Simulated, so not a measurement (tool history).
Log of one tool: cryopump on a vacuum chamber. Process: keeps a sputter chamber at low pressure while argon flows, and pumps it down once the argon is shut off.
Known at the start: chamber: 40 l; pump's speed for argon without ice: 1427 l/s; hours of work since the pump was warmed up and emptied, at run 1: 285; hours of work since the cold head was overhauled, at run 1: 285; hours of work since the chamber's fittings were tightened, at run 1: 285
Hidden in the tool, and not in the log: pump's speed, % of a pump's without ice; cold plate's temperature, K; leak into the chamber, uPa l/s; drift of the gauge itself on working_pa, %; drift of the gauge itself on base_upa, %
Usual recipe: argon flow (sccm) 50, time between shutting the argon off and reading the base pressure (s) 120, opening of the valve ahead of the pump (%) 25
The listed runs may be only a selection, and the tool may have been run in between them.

run,hour,argon flow (sccm),time between shutting the argon off and reading the base pressure (s),opening of the valve ahead of the pump (%),hours of work since the pump was warmed up and emptied,hours of work since the cold head was overhauled,hours of work since the chamber's fittings were tightened,pressure while argon flows (Pa),pressure after the wait (uPa)
1,0,50,120,25,285,285,285,0.2412,1.15
2,45,52,120,25,312,312,312,0.2548,1.16
3,71.9,50,120,25,328,328,328,0.2439,1.11
4,108.6,50,120,25,350,350,350,0.2442,1.14
5,134.7,50,120,25,366,366,366,0.2459,1.17
6,158.3,27,120,25,380,380,380,0.1337,1.19
7,182.6,27,120,25,395,395,395,0.1338,1.16
8,223.2,27,120,25,420,420,420,0.1336,1.18
9,246.2,27,120,25,434,434,434,0.1331,1.2
10,271.4,50,120,25,449,449,449,0.2475,1.18
11,298.7,50,25,25,465,465,465,0.247,3.73
12,344.2,22,25,25,493,493,493,0.1092,3.76
13,366.3,22,25,25,506,506,506,0.1109,3.77
14,402.4,22,25,25,528,528,528,0.1093,3.77
15,445.5,50,221,25,554,554,554,0.2496,0.99
16,493.2,50,221,25,583,583,583,0.2514,1.04
17,536,28,120,25,609,609,609,0.1417,1.37
18,562.3,27,35,25,625,625,625,0.1355,2.98
19,591.7,36,39,21,643,643,643,0.2147,2.75
20,636.1,23,153,46,669,669,669,0.067,1.27
21,657.9,41,120,51,683,683,683,0.1084,1.43
22,694.8,41,120,51,705,705,705,0.1091,1.42
23,738.3,45,120,20,731,731,731,0.2838,1.46
24,772,43,120,26,752,752,752,0.2125,1.48
25,791.5,27,283,16,763,763,763,0.2104,1.07
26,814.6,66,125,16,777,777,777,0.5134,1.49
27,862.7,66,125,16,806,806,806,0.5156,1.51
28,885.1,39,120,34,820,820,820,0.1518,1.54
29,914.3,31,120,25,838,838,838,0.1629,1.59
30,949.4,79,167,21,859,859,859,0.4862,1.45
# hour 964.4: pump warmed up, emptied and cooled again
31,990.8,64,167,19,16,881,881,0.3998,1.17
32,1036,64,167,19,43,908,908,0.4006,1.16
33,1071.1,35,120,58,65,929,929,0.0733,1.38
34,1099.9,35,167,58,82,947,947,0.0745,1.23

Results per run with the tool's hidden condition removed, run-to-run variation unchanged:
run,pressure while argon flows (Pa),pressure after the wait (uPa)
1,0.2348,0.93
2,0.2475,0.93
3,0.2364,0.87
4,0.2362,0.88
5,0.2375,0.89
6,0.129,0.91
7,0.1288,0.87
8,0.1283,0.88
9,0.1277,0.89
10,0.2369,0.86
11,0.2361,3.4
12,0.1041,3.39
13,0.1056,3.39
14,0.1038,3.38
15,0.2363,0.57
16,0.2373,0.59
17,0.1334,0.91
18,0.1272,2.5
19,0.2033,2.27
20,0.0593,0.75
21,0.0945,0.9
22,0.0945,0.86
23,0.267,0.88
24,0.1959,0.88
25,0.1997,0.46
26,0.4868,0.85
27,0.4877,0.85
28,0.135,0.86
29,0.1489,0.89
30,0.4495,0.72
31,0.3984,0.68
32,0.3985,0.67
33,0.0719,0.88
34,0.0729,0.69

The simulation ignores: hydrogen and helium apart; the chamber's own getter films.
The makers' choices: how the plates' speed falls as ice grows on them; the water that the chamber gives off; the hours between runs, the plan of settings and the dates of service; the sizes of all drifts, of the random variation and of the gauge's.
